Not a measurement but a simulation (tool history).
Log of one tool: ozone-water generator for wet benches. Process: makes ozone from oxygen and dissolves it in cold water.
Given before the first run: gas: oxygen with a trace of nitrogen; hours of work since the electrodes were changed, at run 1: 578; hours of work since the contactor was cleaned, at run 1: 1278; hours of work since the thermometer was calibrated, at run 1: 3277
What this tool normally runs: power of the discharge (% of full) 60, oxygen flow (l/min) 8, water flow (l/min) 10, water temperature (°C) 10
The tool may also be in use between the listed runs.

run,hour,power of the discharge (% of full),oxygen flow (l/min),water flow (l/min),water temperature (°C),hours of work since the electrodes were changed,hours of work since the contactor was cleaned,hours of work since the thermometer was calibrated,dissolved ozone (ppm),ozone in the gas ahead of the water (g/m3)
1,0,60,8,10,10,578,1278,3277,20.4,126
2,23.5,60,8,10,11,598,1298,3297,20,126.8
3,46.9,60,8,10,11,619,1318,3318,20.2,125.3
4,67.9,60,8,10,11,637,1337,3336,20.3,126
5,90.5,60,4.15,10,10,656,1356,3355,24.4,196.9
6,131.4,60,4.15,10,10,692,1392,3391,24,195.7
7,168.9,60,4.15,10,10,724,1424,3423,24.3,197.6
8,189.9,60,4.15,10,6,743,1442,3441,25.9,198.3
9,221,60,8,7,10,770,1469,3468,26.1,124.2
10,253.1,60,8,10,10,797,1497,3496,20.2,125.8
11,272.4,60,8,10,10,814,1514,3513,20.3,125.9
12,299.3,60,8,10,10,837,1537,3536,20.2,124.1
13,328.3,60,8,10,10,863,1562,3561,20.1,125.7
14,352.3,60,8,10,10,883,1583,3582,20.1,124.1
# hour 372.7: water thermometer calibrated
15,394.1,60,8,11,10,919,1619,19,19,125.1
16,418.8,60,8,11,10,941,1640,40,18.9,124.9
17,454.3,51,8,11,16,971,1671,71,15.4,115.9
18,485.1,60,8,10,13,998,1698,97,19,124.5
19,520.5,60,13.96,10,15,1029,1728,128,14.1,85.3
20,541,60,13.96,10,15,1047,1746,146,14,85.1
21,583.3,60,13.96,10,15,1083,1783,183,14.3,84.5
22,619.5,60,13.96,10,12,1115,1814,214,15.3,85.8
23,648.4,60,13.96,10,12,1140,1839,239,15.3,85.7
24,687.2,60,13.96,10,12,1173,1873,273,15.4,84.6
25,709.7,60,8.03,10,12,1193,1892,292,19.3,123.8
26,745.6,53,6.13,8,17,1224,1924,323,20.7,138.7
27,780.7,41,6.13,10,17,1254,1954,354,15.3,121.8
28,807.1,43,8,10,10,1277,1977,377,16.8,102.4
29,824.8,75,5.55,10,17,1293,1992,392,21.7,174.1
30,861,60,9.88,10,10,1324,2024,423,18.6,105.6
31,896.1,60,9.88,10,10,1354,2054,454,18.6,105.1
32,927.8,60,9.88,10,10,1382,2081,481,18.3,105

Some steps in dissolved ozone (ppm), run to run, broken into two amounts with sign: the step expected even without the hidden condition (settings, incoming material, random variation), and the rest, left for the hidden condition together with whatever gauge scatter is not in both the measured and the hidden-condition-free result:
The hidden state here: yield of the discharge, % of new electrodes'; contactor's efficiency, % of a clean one's; true water temperature over the reading, C; drift of the gauge itself on ozone_ppm, %; drift of the gauge itself on gas_g_m3, %.
Run 9 -> 10: water flow (l/min) 7 -> 10. dissolved ozone (ppm) -5.9: hidden state +0.4, all else -6.3.
Run 18 -> 19: oxygen flow (l/min) 8 -> 13.96, water temperature (°C) 13 -> 15. dissolved ozone (ppm) -4.9: hidden state +0.2, all else -5.1.
Run 26 -> 27: power of the discharge (% of full) 53 -> 41, water flow (l/min) 8 -> 10. dissolved ozone (ppm) -5.4: hidden state +0.5, all else -5.9.
Run 28 -> 29: power of the discharge (% of full) 43 -> 75, oxygen flow (l/min) 8 -> 5.55, water temperature (°C) 10 -> 17. dissolved ozone (ppm) +4.9: hidden state -0.9, all else +5.8.
